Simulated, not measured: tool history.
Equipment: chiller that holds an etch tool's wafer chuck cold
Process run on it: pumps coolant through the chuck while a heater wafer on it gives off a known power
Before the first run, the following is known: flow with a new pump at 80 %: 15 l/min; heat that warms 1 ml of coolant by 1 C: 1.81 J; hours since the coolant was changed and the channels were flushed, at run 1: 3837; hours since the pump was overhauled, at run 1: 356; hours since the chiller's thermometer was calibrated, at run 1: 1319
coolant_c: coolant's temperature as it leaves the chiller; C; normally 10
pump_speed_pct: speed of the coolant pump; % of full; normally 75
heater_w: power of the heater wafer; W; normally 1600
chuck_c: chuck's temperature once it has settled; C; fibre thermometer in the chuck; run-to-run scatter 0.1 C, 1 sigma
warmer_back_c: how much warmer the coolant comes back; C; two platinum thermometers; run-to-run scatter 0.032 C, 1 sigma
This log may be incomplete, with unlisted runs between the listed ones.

| run | hour | coolant_c | pump_speed_pct | heater_w | hours since the coolant was changed and the channels were flushed | hours since the pump was overhauled | hours since the chiller's thermometer was calibrated | chuck_c | warmer_back_c |
|---|---|---|---|---|---|---|---|---|---|
| 1 | 0.0 | 10 | 75 | 1600 | 3837 | 356 | 1319 | 20.2 | 3.71 |
| 2 | 74.0 | 10 | 96 | 1600 | 3911 | 430 | 1393 | 18.4 | 2.99 |
| 3 | 158.0 | 10 | 96 | 1600 | 3995 | 514 | 1477 | 18.7 | 2.97 |
| 4 | 217.7 | 10 | 96 | 1600 | 4055 | 574 | 1537 | 18.5 | 3.00 |
| 5 | 338.4 | 10 | 75 | 1123 | 4176 | 694 | 1658 | 17.1 | 2.64 |
| 6 | 464.9 | 10 | 81 | 1600 | 4302 | 821 | 1784 | 19.6 | 3.52 |
| 7 | 560.7 | 10 | 75 | 1600 | 4398 | 917 | 1880 | 20.2 | 3.79 |
| 8 | 626.1 | 10 | 75 | 1600 | 4463 | 982 | 1946 | 20.1 | 3.79 |
| 9 | 699.9 | 10 | 75 | 1600 | 4537 | 1056 | 2019 | 20.3 | 3.82 |
| 10 | 797.9 | 4 | 75 | 1600 | 4635 | 1154 | 2117 | 14.3 | 3.80 |
| 11 | 914.8 | 10 | 75 | 1600 | 4752 | 1271 | 2234 | 20.1 | 3.83 |
| 12 | 986.5 | 10 | 75 | 1600 | 4824 | 1342 | 2306 | 20.2 | 3.78 |
| 13 | 1123.1 | 10 | 75 | 1600 | 4960 | 1479 | 2442 | 20.2 | 3.85 |
| 14 | 1264.0 | 10 | 75 | 1600 | 5101 | 1620 | 2583 | 20.2 | 3.86 |
| 15 | 1353.4 | 17 | 75 | 1600 | 5191 | 1709 | 2673 | 27.1 | 3.90 |
| 16 | 1430.1 | 17 | 75 | 1600 | 5267 | 1786 | 2750 | 27.3 | 3.90 |
| 17 | 1546.1 | 17 | 75 | 1600 | 5383 | 1902 | 2866 | 27.1 | 3.91 |

What will run 18 give?
| 18 | 1609.9 | 4 | 88 | 1600 | 5447 | 1966 | 2929 | ? | ? |

{"run 18": {"chuck_c": 12.9, "warmer_back_c": 3.31}}
The same run, on a tool lacking any hidden state, would have yielded chuck_c 12.9 C, warmer_back_c 3.21 C.
